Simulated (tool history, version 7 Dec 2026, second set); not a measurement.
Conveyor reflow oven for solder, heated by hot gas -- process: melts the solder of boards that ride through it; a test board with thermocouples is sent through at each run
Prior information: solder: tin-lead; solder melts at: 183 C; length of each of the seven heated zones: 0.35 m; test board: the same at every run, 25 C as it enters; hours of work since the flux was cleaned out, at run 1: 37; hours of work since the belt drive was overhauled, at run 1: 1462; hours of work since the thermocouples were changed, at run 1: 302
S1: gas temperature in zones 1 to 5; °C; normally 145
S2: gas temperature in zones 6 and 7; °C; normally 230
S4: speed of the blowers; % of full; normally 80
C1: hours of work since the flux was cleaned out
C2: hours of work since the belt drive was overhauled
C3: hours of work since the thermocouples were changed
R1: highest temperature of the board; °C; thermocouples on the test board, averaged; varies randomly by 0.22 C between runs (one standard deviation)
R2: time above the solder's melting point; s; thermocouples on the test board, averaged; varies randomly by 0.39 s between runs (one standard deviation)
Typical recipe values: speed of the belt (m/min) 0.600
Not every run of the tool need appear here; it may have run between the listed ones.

{"run": 1, "day": 0.0, "S1": 145, "S2": 230, "speed of the belt (m/min)": 0.6, "S4": 80, "C1": 37, "C2": 1462, "C3": 302, "R1": 218.0, "R2": 58.6}
{"run": 2, "day": 2.271, "S1": 145, "S2": 236, "speed of the belt (m/min)": 0.6, "S4": 80, "C1": 70, "C2": 1495, "C3": 335, "R1": 223.7, "R2": 60.7}
{"run": 3, "day": 4.246, "S1": 145, "S2": 223, "speed of the belt (m/min)": 0.6, "S4": 80, "C1": 99, "C2": 1523, "C3": 363, "R1": 211.9, "R2": 53.6}
{"run": 4, "day": 6.562, "S1": 145, "S2": 223, "speed of the belt (m/min)": 0.6, "S4": 80, "C1": 132, "C2": 1557, "C3": 397, "R1": 211.9, "R2": 53.8}
{"day": 8.221, "done": "flux residue cleaned out of gas plates and filters"}
{"run": 5, "day": 9.246, "S1": 145, "S2": 223, "speed of the belt (m/min)": 0.6, "S4": 80, "C1": 15, "C2": 1593, "C3": 433, "R1": 213.0, "R2": 54.5}
{"run": 6, "day": 11.45, "S1": 145, "S2": 223, "speed of the belt (m/min)": 0.6, "S4": 80, "C1": 47, "C2": 1625, "C3": 465, "R1": 212.5, "R2": 54.6}
{"run": 7, "day": 13.975, "S1": 145, "S2": 223, "speed of the belt (m/min)": 0.6, "S4": 80, "C1": 83, "C2": 1661, "C3": 501, "R1": 212.2, "R2": 54.7}
{"day": 15.85, "done": "belt drive overhauled, speed set with a stopwatch"}
{"run": 8, "day": 16.912, "S1": 145, "S2": 223, "speed of the belt (m/min)": 0.6, "S4": 80, "C1": 123, "C2": 15, "C3": 541, "R1": 211.0, "R2": 50.2}
{"day": 18.688, "done": "thermocouples of zones 6 and 7 changed"}
{"day": 19.204, "done": "flux residue cleaned out of gas plates and filters"}
{"run": 9, "day": 19.888, "S1": 156, "S2": 223, "speed of the belt (m/min)": 0.6, "S4": 80, "C1": 10, "C2": 54, "C3": 14, "R1": 212.0, "R2": 56.2}
{"run": 10, "day": 22.158, "S1": 145, "S2": 230, "speed of the belt (m/min)": 0.6, "S4": 58, "C1": 43, "C2": 87, "C3": 47, "R1": 212.9, "R2": 51.7}
{"run": 11, "day": 25.0, "S1": 145, "S2": 230, "speed of the belt (m/min)": 0.6, "S4": 58, "C1": 84, "C2": 128, "C3": 88, "R1": 213.0, "R2": 50.6}
{"run": 12, "day": 26.612, "S1": 145, "S2": 230, "speed of the belt (m/min)": 0.6, "S4": 58, "C1": 107, "C2": 152, "C3": 112, "R1": 212.5, "R2": 51.0}
{"run": 13, "day": 29.121, "S1": 145, "S2": 230, "speed of the belt (m/min)": 0.6, "S4": 58, "C1": 144, "C2": 188, "C3": 148, "R1": 212.6, "R2": 50.9}
{"day": 29.988, "done": "flux residue cleaned out of gas plates and filters"}
{"run": 14, "day": 31.383, "S1": 137, "S2": 230, "speed of the belt (m/min)": 0.6, "S4": 80, "C1": 20, "C2": 218, "C3": 178, "R1": 215.6, "R2": 51.3}
{"run": 15, "day": 33.917, "S1": 137, "S2": 230, "speed of the belt (m/min)": 0.6, "S4": 80, "C1": 57, "C2": 254, "C3": 215, "R1": 215.7, "R2": 52.1}
{"run": 16, "day": 37.158, "S1": 137, "S2": 230, "speed of the belt (m/min)": 0.6, "S4": 80, "C1": 104, "C2": 301, "C3": 261, "R1": 215.2, "R2": 51.0}
{"run": 17, "day": 38.658, "S1": 155, "S2": 230, "speed of the belt (m/min)": 0.521, "S4": 80, "C1": 126, "C2": 323, "C3": 283, "R1": 221.7, "R2": 72.2}
{"day": 40.808, "done": "flux residue cleaned out of gas plates and filters"}
{"run": 18, "day": 41.233, "S1": 145, "S2": 238, "speed of the belt (m/min)": 0.6, "S4": 88, "C1": 6, "C2": 357, "C3": 318, "R1": 225.9, "R2": 60.7}
{"run": 19, "day": 44.238, "S1": 145, "S2": 238, "speed of the belt (m/min)": 0.6, "S4": 88, "C1": 50, "C2": 401, "C3": 361, "R1": 225.8, "R2": 60.4}
{"run": 20, "day": 47.504, "S1": 131, "S2": 230, "speed of the belt (m/min)": 0.6, "S4": 50, "C1": 97, "C2": 448, "C3": 408, "R1": 209.0, "R2": 43.2}
{"run": 21, "day": 50.8, "S1": 152, "S2": 242, "speed of the belt (m/min)": 0.516, "S4": 70, "C1": 145, "C2": 496, "C3": 456, "R1": 231.7, "R2": 76.8}
{"day": 51.583, "done": "flux residue cleaned out of gas plates and filters"}
{"run": 22, "day": 52.367, "S1": 152, "S2": 242, "speed of the belt (m/min)": 0.516, "S4": 70, "C1": 11, "C2": 516, "C3": 476, "R1": 232.4, "R2": 78.0}
{"run": 23, "day": 54.8, "S1": 146, "S2": 244, "speed of the belt (m/min)": 0.62, "S4": 66, "C1": 47, "C2": 551, "C3": 511, "R1": 228.1, "R2": 59.7}
{"run": 24, "day": 58.033, "S1": 158, "S2": 230, "speed of the belt (m/min)": 0.686, "S4": 80, "C1": 93, "C2": 598, "C3": 558, "R1": 217.0, "R2": 52.3}
{"day": 58.667, "done": "thermocouples of zones 6 and 7 changed"}
{"run": 25, "day": 60.033, "S1": 133, "S2": 223, "speed of the belt (m/min)": 0.683, "S4": 59, "C1": 121, "C2": 625, "C3": 20, "R1": 198.9, "R2": 28.0}
{"day": 62.375, "done": "flux residue cleaned out of gas plates and filters"}
{"run": 26, "day": 63.279, "S1": 133, "S2": 223, "speed of the belt (m/min)": 0.683, "S4": 59, "C1": 13, "C2": 669, "C3": 64, "R1": 200.1, "R2": 29.7}
{"run": 27, "day": 66.329, "S1": 145, "S2": 230, "speed of the belt (m/min)": 0.62, "S4": 70, "C1": 57, "C2": 714, "C3": 108, "R1": 213.8, "R2": 51.6}
{"run": 28, "day": 68.1, "S1": 145, "S2": 230, "speed of the belt (m/min)": 0.62, "S4": 70, "C1": 83, "C2": 739, "C3": 134, "R1": 213.9, "R2": 51.8}
{"run": 29, "day": 69.746, "S1": 145, "S2": 230, "speed of the belt (m/min)": 0.62, "S4": 70, "C1": 107, "C2": 763, "C3": 157, "R1": 213.8, "R2": 51.0}
{"run": 30, "day": 71.908, "S1": 145, "S2": 230, "speed of the belt (m/min)": 0.62, "S4": 70, "C1": 138, "C2": 794, "C3": 189, "R1": 213.7, "R2": 51.1}
{"day": 73.096, "done": "flux residue cleaned out of gas plates and filters"}
{"run": 31, "day": 74.829, "S1": 145, "S2": 226, "speed of the belt (m/min)": 0.559, "S4": 80, "C1": 25, "C2": 834, "C3": 228, "R1": 215.2, "R2": 60.0}

For each entry between runs, how does the tool's hidden state at the last listed run before it compare with that at the first listed run after it?
Runs 4 to 5: flux residue cleaned out of gas plates and filters (day 8.221)
  heat that the gas passes to the board, % of a clean oven's: 95.1 -> 99.2; belt's true speed, % of the reading: 95.47 -> 95.36; true gas temperature in zones 6 and 7 over the reading, C: 1.59 -> 1.73
  measured minus no-state result, R1: +1.5 -> +2.5 °C; R2: +3.7 -> +4.9 s
Runs 7 to 8: belt drive overhauled, speed set with a stopwatch (day 15.850)
  heat that the gas passes to the board, % of a clean oven's: 96.6 -> 95.2; belt's true speed, % of the reading: 95.15 -> 100.08; true gas temperature in zones 6 and 7 over the reading, C: 2 -> 2.16
  measured minus no-state result, R1: +2.3 -> +0.8 °C; R2: +4.7 -> +0.3 s
Runs 8 to 9: thermocouples of zones 6 and 7 changed (day 18.688); flux residue cleaned out of gas plates and filters (day 19.204)
  heat that the gas passes to the board, % of a clean oven's: 95.2 -> 99.5; belt's true speed, % of the reading: 100.08 -> 99.96; true gas temperature in zones 6 and 7 over the reading, C: 2.16 -> 0.35
  measured minus no-state result, R1: +0.8 -> +0.2 °C; R2: +0.3 -> +0.1 s
Runs 13 to 14: flux residue cleaned out of gas plates and filters (day 29.988)
  heat that the gas passes to the board, % of a clean oven's: 94.6 -> 98.1; belt's true speed, % of the reading: 99.56 -> 99.47; true gas temperature in zones 6 and 7 over the reading, C: 0.88 -> 1.01
  measured minus no-state result, R1: -0.3 -> +0.6 °C; R2: -0.2 -> +0.6 s
Runs 17 to 18: flux residue cleaned out of gas plates and filters (day 40.808)
  heat that the gas passes to the board, % of a clean oven's: 94.3 -> 99.4; belt's true speed, % of the reading: 99.16 -> 99.06; true gas temperature in zones 6 and 7 over the reading, C: 1.44 -> 1.58
  measured minus no-state result, R1: +0.5 -> +1.5 °C; R2: +0.8 -> +1.4 s
Runs 21 to 22: flux residue cleaned out of gas plates and filters (day 51.583)
  heat that the gas passes to the board, % of a clean oven's: 94.2 -> 99.1; belt's true speed, % of the reading: 98.65 -> 98.59; true gas temperature in zones 6 and 7 over the reading, C: 2.14 -> 2.23
  measured minus no-state result, R1: +1.2 -> +2.2 °C; R2: +1.7 -> +2.2 s
Runs 24 to 25: thermocouples of zones 6 and 7 changed (day 58.667)
  heat that the gas passes to the board, % of a clean oven's: 96.2 -> 95.1; belt's true speed, % of the reading: 98.34 -> 98.26; true gas temperature in zones 6 and 7 over the reading, C: 2.56 -> -0.46
  measured minus no-state result, R1: +1.8 -> -0.9 °C; R2: +1.8 -> -0.8 s
Runs 25 to 26: flux residue cleaned out of gas plates and filters (day 62.375)
  heat that the gas passes to the board, % of a clean oven's: 95.1 -> 99.4; belt's true speed, % of the reading: 98.26 -> 98.13; true gas temperature in zones 6 and 7 over the reading, C: -0.46 -> -0.29
  measured minus no-state result, R1: -0.9 -> +0.3 °C; R2: -0.8 -> +1.0 s
Runs 30 to 31: flux residue cleaned out of gas plates and filters (day 73.096)
  heat that the gas passes to the board, % of a clean oven's: 95 -> 98.4; belt's true speed, % of the reading: 97.74 -> 97.62; true gas temperature in zones 6 and 7 over the reading, C: 0.22 -> 0.37
  measured minus no-state result, R1: -0.2 -> +0.6 °C; R2: +0.8 -> +1.9 s
